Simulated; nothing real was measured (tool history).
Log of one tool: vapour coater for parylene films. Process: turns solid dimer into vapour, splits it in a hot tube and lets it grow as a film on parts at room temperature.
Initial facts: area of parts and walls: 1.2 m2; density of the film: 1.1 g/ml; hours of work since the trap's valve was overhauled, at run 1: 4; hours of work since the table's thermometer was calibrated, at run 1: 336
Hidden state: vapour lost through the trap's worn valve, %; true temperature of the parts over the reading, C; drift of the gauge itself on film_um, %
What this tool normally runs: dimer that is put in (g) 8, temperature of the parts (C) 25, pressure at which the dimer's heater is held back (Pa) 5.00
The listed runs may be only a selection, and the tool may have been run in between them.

run	hour	dimer that is put in (g)	temperature of the parts (C)	pressure at which the dimer's heater is held back (Pa)	hours of work since the trap's valve was overhauled	hours of work since the table's thermometer was calibrated	thickness of the film (um)
1	0.0	8	25	5.00	4	336	4.20
2	14.5	7	25	5.00	13	345	3.55
3	30.1	7	25	5.00	23	354	3.53
4	47.1	7	25	5.00	33	365	3.60
5	70.7	3	25	5.00	48	380	1.51
6	91.5	3	23	5.00	61	392	1.64
7	112.6	8	25	5.00	74	405	4.00
8	126.8	8	25	5.00	82	414	3.96
9	140.5	8	25	11.37	91	423	3.38
10	166.3	8	25	5.00	107	439	3.97
11	187.4	8	25	8.47	120	452	3.50
12	206.8	8	25	8.47	132	464	3.47
13	228.9	8	25	8.47	145	477	3.50
14	240.5	8	25	8.47	153	484	3.46
15	258.9	8	25	8.47	164	496	3.38
16	281.2	8	25	8.47	178	510	3.35
17	295.2	8	25	8.47	186	518	3.44
18	308.7	8	30	5.00	195	527	2.85
19	332.1	8	30	5.00	209	541	2.90
20	348.5	8	30	5.00	219	551	2.89
21	362.1	8	30	5.00	228	559	2.85
22	387.3	8	30	5.00	243	575	2.82
23	405.8	8	30	5.00	255	586	2.81
24	427.4	8	27	3.55	268	600	3.44
25	440.9	8	33	5.00	276	608	2.39
26	452.6	8	20	9.86	284	615	3.92
# hour 462.4: trap's valve overhauled
27	468.3	11	20	9.86	4	623	6.42
28	485.6	11	20	9.86	14	633	6.31
29	500.5	6	18	9.86	24	642	3.79
30	516.8	5	22	4.46	34	653	2.98
31	533.4	8	25	5.00	44	663	4.02
32	559.6	8	33	5.00	60	679	2.67
33	577.4	4	25	5.00	71	690	1.98
34	600.2	4	25	5.00	85	704	2.00
35	613.7	4	25	5.00	93	712	1.96
36	630.7	11	24	5.00	104	723	5.65
37	646.0	8	23	4.94	113	732	4.22
38	665.0	7	24	2.79	125	744	3.96
39	685.7	7	22	2.79	138	757	4.26
40	699.0	7	29	2.98	146	765	2.97
41	722.0	13	25	5.00	160	779	6.01
42	740.9	6	23	6.17	172	791	2.97
43	766.3	6	23	6.17	188	807	3.01
44	779.5	3	34	6.98	196	815	0.87
45	794.4	13	34	9.38	205	824	3.43
46	817.7	5	25	5.00	219	838	2.27

Difference, measured minus no-hidden-state, one row per run. Run-to-run variation is common to both terms; the gauge's own scatter need not be:
run	thickness of the film (um)
1	-0.11
2	-0.11
3	-0.12
4	-0.15
5	-0.07
6	-0.10
7	-0.26
8	-0.27
9	-0.25
10	-0.34
11	-0.33
12	-0.34
13	-0.38
14	-0.38
15	-0.41
16	-0.43
17	-0.46
18	-0.40
19	-0.43
20	-0.45
21	-0.46
22	-0.48
23	-0.50
24	-0.66
25	-0.47
26	-0.80
27	-0.17
28	-0.20
29	-0.14
30	-0.13
31	-0.19
32	-0.15
33	-0.12
34	-0.14
35	-0.15
36	-0.47
37	-0.37
38	-0.38
39	-0.44
40	-0.33
41	-0.70
42	-0.38
43	-0.40
44	-0.12
45	-0.50
46	-0.36
